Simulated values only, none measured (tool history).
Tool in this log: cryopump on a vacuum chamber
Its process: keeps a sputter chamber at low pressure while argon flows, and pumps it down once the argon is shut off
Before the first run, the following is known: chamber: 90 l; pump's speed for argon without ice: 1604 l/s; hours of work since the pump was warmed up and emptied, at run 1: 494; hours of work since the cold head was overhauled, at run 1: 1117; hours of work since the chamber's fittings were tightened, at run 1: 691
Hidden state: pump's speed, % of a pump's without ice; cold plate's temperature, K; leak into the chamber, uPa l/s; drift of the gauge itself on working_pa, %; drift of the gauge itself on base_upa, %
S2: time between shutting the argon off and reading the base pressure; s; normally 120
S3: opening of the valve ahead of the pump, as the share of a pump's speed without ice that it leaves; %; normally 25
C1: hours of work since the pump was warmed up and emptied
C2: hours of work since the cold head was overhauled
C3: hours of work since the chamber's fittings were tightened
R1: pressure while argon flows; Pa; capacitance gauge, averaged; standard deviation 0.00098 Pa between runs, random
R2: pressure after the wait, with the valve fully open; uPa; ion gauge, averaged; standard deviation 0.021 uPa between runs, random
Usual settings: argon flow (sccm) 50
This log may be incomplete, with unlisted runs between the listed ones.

run 1 hour=0.0 | argon_flow_(sccm)=50 S2=120 S3=25 | C1=494 C2=1117 C3=691 | R1=0.2345 R2=2.00
run 2 hour=55.6 | argon_flow_(sccm)=50 S2=120 S3=25 | C1=519 C2=1142 C3=716 | R1=0.2389 R2=1.94
run 3 hour=142.9 | argon_flow_(sccm)=50 S2=120 S3=25 | C1=558 C2=1181 C3=755 | R1=0.2438 R2=2.21
-- hour=168.4 pump warmed up, emptied and cooled again
run 4 hour=226.7 | argon_flow_(sccm)=50 S2=120 S3=25 | C1=26 C2=1217 C3=790 | R1=0.2128 R2=1.56
run 5 hour=318.0 | argon_flow_(sccm)=43 S2=120 S3=25 | C1=67 C2=1258 C3=831 | R1=0.1853 R2=1.64
run 6 hour=371.9 | argon_flow_(sccm)=50 S2=120 S3=25 | C1=91 C2=1282 C3=855 | R1=0.2144 R2=1.74
run 7 hour=434.5 | argon_flow_(sccm)=50 S2=120 S3=25 | C1=119 C2=1310 C3=883 | R1=0.2155 R2=1.78
run 8 hour=533.9 | argon_flow_(sccm)=50 S2=120 S3=25 | C1=164 C2=1354 C3=928 | R1=0.2168 R2=1.92
run 9 hour=581.7 | argon_flow_(sccm)=50 S2=120 S3=25 | C1=185 C2=1376 C3=949 | R1=0.2203 R2=1.98
run 10 hour=648.5 | argon_flow_(sccm)=50 S2=120 S3=25 | C1=215 C2=1405 C3=979 | R1=0.2211 R2=2.02
run 11 hour=720.6 | argon_flow_(sccm)=50 S2=163 S3=25 | C1=247 C2=1438 C3=1011 | R1=0.2231 R2=2.00
run 12 hour=812.5 | argon_flow_(sccm)=50 S2=120 S3=25 | C1=288 C2=1479 C3=1053 | R1=0.2251 R2=2.25
run 13 hour=888.9 | argon_flow_(sccm)=83 S2=120 S3=34 | C1=322 C2=1513 C3=1087 | R1=0.2825 R2=2.39
run 14 hour=955.8 | argon_flow_(sccm)=50 S2=149 S3=25 | C1=352 C2=1543 C3=1117 | R1=0.2272 R2=2.39
run 15 hour=1015.6 | argon_flow_(sccm)=50 S2=149 S3=25 | C1=379 C2=1570 C3=1143 | R1=0.2278 R2=2.59
run 16 hour=1090.8 | argon_flow_(sccm)=50 S2=149 S3=25 | C1=413 C2=1603 C3=1177 | R1=0.2307 R2=2.61
run 17 hour=1137.9 | argon_flow_(sccm)=41 S2=59 S3=40 | C1=434 C2=1624 C3=1198 | R1=0.1262 R2=3.12
run 18 hour=1220.8 | argon_flow_(sccm)=41 S2=217 S3=47 | C1=471 C2=1662 C3=1235 | R1=0.1118 R2=2.76
run 19 hour=1306.3 | argon_flow_(sccm)=33 S2=115 S3=47 | C1=509 C2=1700 C3=1274 | R1=0.0913 R2=3.03
run 20 hour=1370.5 | argon_flow_(sccm)=33 S2=50 S3=30 | C1=538 C2=1729 C3=1302 | R1=0.1348 R2=3.55
-- hour=1441.9 pump warmed up, emptied and cooled again
run 21 hour=1454.8 | argon_flow_(sccm)=33 S2=50 S3=30 | C1=6 C2=1764 C3=1338 | R1=0.1158 R2=2.63
run 22 hour=1500.9 | argon_flow_(sccm)=55 S2=86 S3=17 | C1=26 C2=1785 C3=1358 | R1=0.3423 R2=2.38
run 23 hour=1600.2 | argon_flow_(sccm)=24 S2=127 S3=25 | C1=71 C2=1829 C3=1403 | R1=0.1025 R2=2.40
run 24 hour=1692.5 | argon_flow_(sccm)=60 S2=127 S3=16 | C1=112 C2=1870 C3=1444 | R1=0.3992 R2=2.53

Measured minus without-hidden-state, run by run (identical run-to-run variation in each term; gauge scatter may differ):
run=1 R1=+0.0256 R2=+1.51
run=2 R1=+0.0277 R2=+1.51
run=3 R1=+0.0313 R2=+1.73
run=4 R1=+0.0016 R2=+1.09
run=5 R1=+0.0026 R2=+1.19
run=6 R1=+0.0040 R2=+1.26
run=7 R1=+0.0052 R2=+1.31
run=8 R1=+0.0069 R2=+1.46
run=9 R1=+0.0079 R2=+1.51
run=10 R1=+0.0092 R2=+1.54
run=11 R1=+0.0108 R2=+1.62
run=12 R1=+0.0128 R2=+1.78
run=13 R1=+0.0242 R2=+1.90
run=14 R1=+0.0163 R2=+1.98
run=15 R1=+0.0177 R2=+2.13
run=16 R1=+0.0199 R2=+2.23
run=17 R1=+0.0173 R2=+2.32
run=18 R1=+0.0194 R2=+2.41
run=19 R1=+0.0172 R2=+2.54
run=20 R1=+0.0186 R2=+2.66
run=21 R1=+0.0005 R2=+1.76
run=22 R1=+0.0017 R2=+1.79
run=23 R1=+0.0015 R2=+1.94
run=24 R1=+0.0057 R2=+2.06

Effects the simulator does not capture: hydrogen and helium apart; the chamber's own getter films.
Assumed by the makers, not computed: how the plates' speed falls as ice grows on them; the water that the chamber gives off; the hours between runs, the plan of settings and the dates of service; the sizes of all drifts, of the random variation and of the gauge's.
